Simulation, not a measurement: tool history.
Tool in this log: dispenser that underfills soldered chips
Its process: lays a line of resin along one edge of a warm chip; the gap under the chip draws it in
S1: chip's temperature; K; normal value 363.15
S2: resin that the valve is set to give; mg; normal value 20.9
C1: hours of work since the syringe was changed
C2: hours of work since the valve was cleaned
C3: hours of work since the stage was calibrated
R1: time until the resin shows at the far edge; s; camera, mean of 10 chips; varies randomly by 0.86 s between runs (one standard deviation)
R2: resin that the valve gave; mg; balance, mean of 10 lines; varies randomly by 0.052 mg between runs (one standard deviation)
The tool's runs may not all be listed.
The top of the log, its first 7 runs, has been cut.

{"hour": 73.2, "done": "new syringe of resin"}
{"run": 8, "hour": 79.4, "S1": 363.15, "S2": 24.9, "C1": 4, "C2": 17, "C3": 238, "R1": 98.0, "R2": 24.57}
{"hour": 85.3, "done": "new syringe of resin"}
{"run": 9, "hour": 88.1, "S1": 376.15, "S2": 24.9, "C1": 2, "C2": 23, "C3": 244, "R1": 45.7, "R2": 24.39}
{"hour": 97.4, "done": "new syringe of resin"}
{"run": 10, "hour": 98.9, "S1": 376.15, "S2": 24.9, "C1": 1, "C2": 30, "C3": 251, "R1": 44.3, "R2": 24.2}
{"hour": 109.6, "done": "new syringe of resin"}
{"run": 11, "hour": 113.5, "S1": 376.15, "S2": 24.9, "C1": 3, "C2": 40, "C3": 262, "R1": 48.1, "R2": 24.04}
{"hour": 115.4, "done": "dispensing valve cleaned and set on the balance"}
{"run": 12, "hour": 121.3, "S1": 376.15, "S2": 24.9, "C1": 8, "C2": 4, "C3": 266, "R1": 64.7, "R2": 24.72}
{"hour": 123.1, "done": "new syringe of resin"}
{"run": 13, "hour": 127.5, "S1": 376.15, "S2": 24.9, "C1": 3, "C2": 8, "C3": 270, "R1": 48.0, "R2": 24.55}
{"hour": 135.3, "done": "new syringe of resin"}
{"run": 14, "hour": 140.6, "S1": 376.15, "S2": 24.9, "C1": 4, "C2": 17, "C3": 279, "R1": 50.9, "R2": 24.42}
{"hour": 147.9, "done": "new syringe of resin"}
{"run": 15, "hour": 154.1, "S1": 363.15, "S2": 20.9, "C1": 4, "C2": 26, "C3": 289, "R1": 100.9, "R2": 20.38}
{"hour": 159.9, "done": "new syringe of resin"}
{"run": 16, "hour": 166.9, "S1": 363.15, "S2": 20.9, "C1": 5, "C2": 35, "C3": 297, "R1": 102.2, "R2": 20.23}
{"hour": 172.5, "done": "new syringe of resin"}
{"hour": 175.6, "done": "dispensing valve cleaned and set on the balance"}
{"run": 17, "hour": 179.3, "S1": 363.15, "S2": 22.3, "C1": 4, "C2": 3, "C3": 305, "R1": 96.3, "R2": 22.29}
{"hour": 186.1, "done": "new syringe of resin"}
{"run": 18, "hour": 193.8, "S1": 363.15, "S2": 20.1, "C1": 5, "C2": 13, "C3": 315, "R1": 107.9, "R2": 19.91}

Expected results for the next run?
{"hour": 198.6, "done": "new syringe of resin"}
{"run": 19, "hour": 206.3, "S1": 353.15, "S2": 25.7, "C1": 5, "C2": 21, "C3": 324, "R1": "?", "R2": "?"}

R1: 170.3 s
R2: 25.40 mg
Had the tool carried no hidden state, the very same run would have given R1 129.4 s, R2 25.76 mg.
